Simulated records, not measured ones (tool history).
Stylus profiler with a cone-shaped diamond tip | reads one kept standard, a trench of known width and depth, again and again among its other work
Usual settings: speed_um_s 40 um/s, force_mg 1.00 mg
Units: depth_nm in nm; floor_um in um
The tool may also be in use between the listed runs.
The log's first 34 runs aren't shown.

| run | hour | speed_um_s | force_mg | depth_nm | floor_um |
|---|---|---|---|---|---|
| 35 | 1287.0 | 40 | 0.61 | 200.73 | 97.46 |
| 36 | 1333.3 | 17 | 0.45 | 200.25 | 97.63 |
| 37 | 1379.5 | 98 | 1.50 | 201.63 | 97.39 |
| 38 | 1432.6 | 76 | 0.40 | 200.38 | 97.28 |
| 39 | 1458.7 | 18 | 1.76 | 201.78 | 97.61 |
| 40 | 1504.3 | 40 | 2.68 | 202.25 | 97.57 |
| 41 | 1530.1 | 22 | 0.51 | 200.64 | 97.50 |
| 42 | 1566.3 | 22 | 0.51 | 200.51 | 97.52 |
| 43 | 1594.5 | 58 | 0.78 | 200.88 | 97.42 |
| 44 | 1637.7 | 58 | 0.78 | 200.68 | 97.39 |
| 45 | 1675.1 | 14 | 0.42 | 200.25 | 97.48 |

3 ways to go on from here, each from the tool as it stands after run 45. What would each give?
| A | 1710.2 | 40 | 2.13 | ? | ? |
| B | 1710.2 | 34 | 1.13 | ? | ? |
| C | 1710.2 | 27 | 1.75 | ? | ? |

| run | depth_nm | floor_um |
|---|---|---|
| A | 201.89 | 97.48 |
| B | 201.06 | 97.47 |
| C | 201.75 | 97.54 |
Without the tool's hidden state the same runs would have given:
| run | depth_nm | floor_um |
|---|---|---|
| A | 202.38 | 98.16 |
| B | 201.54 | 98.15 |
| C | 202.24 | 98.23 |
